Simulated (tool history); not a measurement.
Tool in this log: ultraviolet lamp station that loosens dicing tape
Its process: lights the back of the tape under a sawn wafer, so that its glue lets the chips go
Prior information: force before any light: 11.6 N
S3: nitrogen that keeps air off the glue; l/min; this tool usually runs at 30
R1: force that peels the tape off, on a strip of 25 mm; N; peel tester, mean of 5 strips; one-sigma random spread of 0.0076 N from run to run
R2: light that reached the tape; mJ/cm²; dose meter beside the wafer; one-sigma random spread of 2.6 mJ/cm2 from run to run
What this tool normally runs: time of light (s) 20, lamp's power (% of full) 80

run 1 day=0.000 | time_of_light_(s)=20 lamp's_power_(%_of_full)=80 S3=30 | R1=0.291 R2=345
run 2 day=2.588 | time_of_light_(s)=20 lamp's_power_(%_of_full)=80 S3=30 | R1=0.272 R2=344
run 3 day=4.862 | time_of_light_(s)=20 lamp's_power_(%_of_full)=80 S3=30 | R1=0.271 R2=347
run 4 day=8.050 | time_of_light_(s)=20 lamp's_power_(%_of_full)=80 S3=30 | R1=0.293 R2=351
run 5 day=10.521 | time_of_light_(s)=20 lamp's_power_(%_of_full)=80 S3=30 | R1=0.287 R2=347
run 6 day=13.800 | time_of_light_(s)=20 lamp's_power_(%_of_full)=80 S3=30 | R1=0.273 R2=349
run 7 day=16.346 | time_of_light_(s)=34 lamp's_power_(%_of_full)=80 S3=30 | R1=0.172 R2=586
run 8 day=20.258 | time_of_light_(s)=20 lamp's_power_(%_of_full)=80 S3=30 | R1=0.287 R2=349
run 9 day=22.929 | time_of_light_(s)=20 lamp's_power_(%_of_full)=80 S3=30 | R1=0.288 R2=350
-- day=23.967 window cleaned of glue's vapour
run 10 day=26.542 | time_of_light_(s)=20 lamp's_power_(%_of_full)=80 S3=30 | R1=0.281 R2=349
run 11 day=29.117 | time_of_light_(s)=20 lamp's_power_(%_of_full)=80 S3=30 | R1=0.280 R2=348
run 12 day=33.162 | time_of_light_(s)=20 lamp's_power_(%_of_full)=80 S3=30 | R1=0.288 R2=350
run 13 day=36.604 | time_of_light_(s)=20 lamp's_power_(%_of_full)=80 S3=30 | R1=0.297 R2=347
run 14 day=38.279 | time_of_light_(s)=20 lamp's_power_(%_of_full)=80 S3=30 | R1=0.272 R2=348
run 15 day=42.033 | time_of_light_(s)=20 lamp's_power_(%_of_full)=80 S3=30 | R1=0.284 R2=346
run 16 day=45.350 | time_of_light_(s)=20 lamp's_power_(%_of_full)=80 S3=30 | R1=0.282 R2=348
run 17 day=49.200 | time_of_light_(s)=20 lamp's_power_(%_of_full)=80 S3=30 | R1=0.284 R2=346
run 18 day=52.488 | time_of_light_(s)=20 lamp's_power_(%_of_full)=80 S3=30 | R1=0.284 R2=349
run 19 day=55.862 | time_of_light_(s)=20 lamp's_power_(%_of_full)=80 S3=30 | R1=0.282 R2=347
run 20 day=59.800 | time_of_light_(s)=20 lamp's_power_(%_of_full)=80 S3=30 | R1=0.281 R2=347
run 21 day=62.383 | time_of_light_(s)=30 lamp's_power_(%_of_full)=80 S3=30 | R1=0.176 R2=520
-- day=64.946 window cleaned of glue's vapour
run 22 day=65.288 | time_of_light_(s)=20 lamp's_power_(%_of_full)=80 S3=30 | R1=0.278 R2=350
run 23 day=69.271 | time_of_light_(s)=20 lamp's_power_(%_of_full)=80 S3=30 | R1=0.276 R2=343
run 24 day=71.792 | time_of_light_(s)=20 lamp's_power_(%_of_full)=98 S3=30 | R1=0.209 R2=422
run 25 day=75.525 | time_of_light_(s)=32 lamp's_power_(%_of_full)=71 S3=52 | R1=0.160 R2=491
run 26 day=79.588 | time_of_light_(s)=14 lamp's_power_(%_of_full)=80 S3=28 | R1=0.686 R2=242
run 27 day=81.242 | time_of_light_(s)=34 lamp's_power_(%_of_full)=80 S3=14 | R1=0.199 R2=588
run 28 day=84.633 | time_of_light_(s)=20 lamp's_power_(%_of_full)=100 S3=23 | R1=0.244 R2=438
run 29 day=87.908 | time_of_light_(s)=29 lamp's_power_(%_of_full)=77 S3=33 | R1=0.185 R2=481
run 30 day=90.725 | time_of_light_(s)=29 lamp's_power_(%_of_full)=77 S3=33 | R1=0.177 R2=488
run 31 day=92.442 | time_of_light_(s)=17 lamp's_power_(%_of_full)=77 S3=11 | R1=1.161 R2=282
-- day=93.838 lamp changed
run 32 day=96.021 | time_of_light_(s)=17 lamp's_power_(%_of_full)=77 S3=11 | R1=1.130 R2=284
run 33 day=98.225 | time_of_light_(s)=13 lamp's_power_(%_of_full)=77 S3=11 | R1=2.004 R2=218
run 34 day=100.033 | time_of_light_(s)=13 lamp's_power_(%_of_full)=77 S3=11 | R1=1.950 R2=220
run 35 day=102.712 | time_of_light_(s)=13 lamp's_power_(%_of_full)=77 S3=11 | R1=1.993 R2=215
run 36 day=104.479 | time_of_light_(s)=13 lamp's_power_(%_of_full)=66 S3=16 | R1=1.887 R2=189
-- day=105.842 window cleaned of glue's vapour
run 37 day=107.658 | time_of_light_(s)=14 lamp's_power_(%_of_full)=82 S3=11 | R1=1.482 R2=250
run 38 day=111.300 | time_of_light_(s)=22 lamp's_power_(%_of_full)=80 S3=30 | R1=0.234 R2=383
run 39 day=114.042 | time_of_light_(s)=22 lamp's_power_(%_of_full)=80 S3=30 | R1=0.241 R2=382
run 40 day=117.554 | time_of_light_(s)=14 lamp's_power_(%_of_full)=63 S3=24 | R1=1.295 R2=191
run 41 day=119.429 | time_of_light_(s)=14 lamp's_power_(%_of_full)=72 S3=24 | R1=1.012 R2=216
run 42 day=121.883 | time_of_light_(s)=26 lamp's_power_(%_of_full)=65 S3=47 | R1=0.197 R2=365
run 43 day=125.683 | time_of_light_(s)=32 lamp's_power_(%_of_full)=71 S3=24 | R1=0.203 R2=488

3 options for the next run, each taken on its own from the tool as it stands now. Forecast them:
run A day=129.604 | time_of_light_(s)=22 lamp's_power_(%_of_full)=80 S3=30 | R1=? R2=?
run B day=129.604 | time_of_light_(s)=31 lamp's_power_(%_of_full)=76 S3=24 | R1=? R2=?
run C day=129.604 | time_of_light_(s)=32 lamp's_power_(%_of_full)=71 S3=17 | R1=? R2=?

run=A R1=0.234 R2=381
run=B R1=0.199 R2=505
run=C R1=0.237 R2=490
With no hidden state in the tool, these same runs would have given:
run=A R1=0.234 R2=382
run=B R1=0.199 R2=506
run=C R1=0.237 R2=490
